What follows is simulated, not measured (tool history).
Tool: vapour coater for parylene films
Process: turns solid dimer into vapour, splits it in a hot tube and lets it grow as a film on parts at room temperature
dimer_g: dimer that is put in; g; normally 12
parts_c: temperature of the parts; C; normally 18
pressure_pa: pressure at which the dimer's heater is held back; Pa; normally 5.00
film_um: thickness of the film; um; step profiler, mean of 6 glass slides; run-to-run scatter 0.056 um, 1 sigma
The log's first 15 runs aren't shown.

run,hour,dimer_g,parts_c,pressure_pa,film_um
16,287.9,10,18,5.00,5.49
17,311.2,20,18,5.00,10.80
18,338.2,20,14,5.00,12.87
19,366.7,20,14,5.00,13.16
20,395.0,20,13,5.00,13.71
21,417.5,6,23,8.53,2.46
22,441.7,15,21,2.83,7.89
23,467.6,8,27,4.56,2.99
24,488.2,8,27,4.56,3.04
25,507.0,11,22,9.70,4.63
26,537.0,6,13,5.00,4.04
27,560.8,6,13,5.00,4.06
28,578.7,6,13,5.00,4.01
29,606.3,6,13,5.00,4.10
30,632.4,6,13,5.00,4.10
31,647.5,10,17,2.26,6.35
32,671.4,10,17,2.26,6.32
33,700.0,10,17,2.26,6.51
34,728.7,15,17,3.71,8.97
35,745.4,12,24,5.00,5.04
36,769.2,10,22,9.36,4.28
37,789.9,11,13,9.36,6.93
38,817.0,11,13,9.36,6.74
# hour 834.4: trap's valve overhauled
39,851.5,11,13,9.36,6.85
40,870.2,11,13,3.23,7.98

Below are 4 alternative next runs, each starting from the tool's condition after run 40. Predict each:
A,893.2,12,18,8.25,?
B,893.2,11,13,4.38,?
C,893.2,17,13,5.00,?
D,893.2,15,17,4.95,?

run,film_um
A,6.14
B,7.60
C,11.51
D,8.71
Without the tool's unlogged condition, the same runs would have read:
run,film_um
A,6.15
B,7.61
C,11.52
D,8.72
